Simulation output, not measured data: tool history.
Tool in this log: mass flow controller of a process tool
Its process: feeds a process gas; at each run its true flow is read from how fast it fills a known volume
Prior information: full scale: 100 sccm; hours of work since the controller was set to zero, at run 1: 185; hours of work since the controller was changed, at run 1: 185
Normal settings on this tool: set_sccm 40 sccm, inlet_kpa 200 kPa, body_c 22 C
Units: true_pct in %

run   hour  set_sccm  inlet_kpa  body_c  hours of work since the controller was set to zero  hours of work since the controller was changed  true_pct
  1      0        40        200      22                                                 185                                             185     99.79
  2    122        40        200      22                                                 229                                             229     99.85
  3  196.8        40        200      22                                                 255                                             255     99.84
  4  268.5        40        200      22                                                 281                                             281     99.84
  5  375.5        74        200      22                                                 319                                             319    100.28
  6    440        40        200      22                                                 343                                             343     99.98
  7  538.8        29        212      20                                                 378                                             378    100.14
  8    658        29        212      20                                                 421                                             421    100.28
  9  740.8        29        212      20                                                 450                                             450    100.29
 10  828.2        62        156      20                                                 482                                             482    100.61
 11    900        56        200      40                                                 507                                             507     98.52

5 options for the next run, each taken on its own from the tool as it stands now. Forecast them:
  A  954.9        40        274      22                                                 527                                             527         ?
  B  954.9        22        172      22                                                 527                                             527         ?
  C  954.9        29        230      32                                                 527                                             527         ?
  D  954.9        47        145      22                                                 527                                             527         ?
  E  954.9        12        204      26                                                 527                                             527         ?

run  true_pct
  A     99.85
  B    100.24
  C     99.16
  D    100.36
  E    100.34
Stripped of hidden state, with their random variation kept, the same runs would have yielded:
run  true_pct
  A     99.32
  B     99.39
  C     98.48
  D      99.9
  E     98.88
